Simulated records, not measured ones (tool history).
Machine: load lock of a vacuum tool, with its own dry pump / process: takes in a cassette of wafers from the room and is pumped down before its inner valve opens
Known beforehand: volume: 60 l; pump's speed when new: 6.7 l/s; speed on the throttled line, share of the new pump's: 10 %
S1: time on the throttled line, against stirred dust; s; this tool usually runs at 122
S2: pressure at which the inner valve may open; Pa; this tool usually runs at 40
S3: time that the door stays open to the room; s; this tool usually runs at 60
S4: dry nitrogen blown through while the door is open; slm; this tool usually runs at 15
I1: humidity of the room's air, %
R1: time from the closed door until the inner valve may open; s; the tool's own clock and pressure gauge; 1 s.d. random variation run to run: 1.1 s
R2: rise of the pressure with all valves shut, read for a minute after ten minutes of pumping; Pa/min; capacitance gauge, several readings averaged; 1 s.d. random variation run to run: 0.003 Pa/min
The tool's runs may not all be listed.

run     hour   S1  S2   S3  S4    I1     R1     R2
  1      0.0  122  40   60  15  46.5  188.6  0.043
  2    533.6  122  40   60  15  45.1  190.0  0.045
  3   1083.9   70  40   60  15  46.8  144.9  0.047
  4   1416.9   70  40   60  15  49.1  148.3  0.044
  5   1993.1  122  40   37  15  41.3  191.3  0.047
  6   2476.8  122  40  138  15  42.8  195.0  0.064
  7   3000.5  122  40  138  15  45.6  195.4  0.067
  8   3385.6  122  40  138  15  44.6  195.7  0.066
  9   3870.9  122  40   32  15  44.0  197.3  0.058
 10   4204.7  122  40   32  15  43.9  198.9  0.067
 11   4774.3  122  40   32  15  45.7  203.0  0.067
      5064.9  -- dry pump taken out, an overhauled one fitted
 12   5225.9  122  40   32  15  42.5  181.7  0.073
 13   5515.1  122  40   32  15  45.7  181.8  0.069
 14   5932.6  122  40   60  15  39.3  182.9  0.071
 15   6433.7  183  62   59  34  40.8  234.0  0.076
 16   6810.0  178  40   63  15  44.1  237.2  0.085
 17   7186.1   75  40   31  11  44.4  143.1  0.087
 18   7505.4   75  40   31  11  46.9  143.2  0.092
 19   7990.8   75  40   83  31  42.6  144.5  0.079
 20   8378.8   64  39   83  10  43.8  136.7  0.109
 21   8954.2  122  40  113  16  45.8  186.3  0.109
 22   9467.0  122  40   35  43  48.0  189.5  0.094
 23   9794.7  110  42   43  15  49.8  177.3  0.103
 24  10176.5  172  55  117  14  45.2  230.6  0.117
 25  10424.7  172  55  117  14  44.5  233.4  0.117
 26  10837.6  200  40   60  15  43.3  260.7  0.117
 27  11262.2   96  53   45   5  41.7  167.7  0.124
 28  11701.0  122  56   81   9  44.8  191.3  0.131

Measured result minus the same run's result without the hidden state. Both carry the same run-to-run variation, though not necessarily the same gauge scatter:
Hidden state at play: pump's speed, % of a new pump's; leak at the door's seal, Pa l/s; drift of the gauge itself on ready_s, %; drift of the gauge itself on rise_pa_min, %.
run     R1      R2
  1   +8.4  +0.022
  2   +9.7  +0.024
  3  +11.8  +0.026
  4  +12.8  +0.028
  5  +12.8  +0.032
  6  +14.1  +0.036
  7  +15.3  +0.038
  8  +16.2  +0.040
  9  +17.6  +0.042
 10  +18.6  +0.045
 11  +20.5  +0.049
 12   +0.8  +0.053
 13   +1.2  +0.056
 14   +2.0  +0.058
 15   +2.3  +0.062
 16   +3.2  +0.063
 17   +4.5  +0.066
 18   +5.1  +0.070
 19   +6.1  +0.072
 20   +7.1  +0.079
 21   +7.4  +0.082
 22   +8.6  +0.085
 23   +9.5  +0.087
 24   +8.9  +0.093
 25   +9.5  +0.094
 26  +10.0  +0.098
 27  +12.7  +0.099
 28  +12.9  +0.104
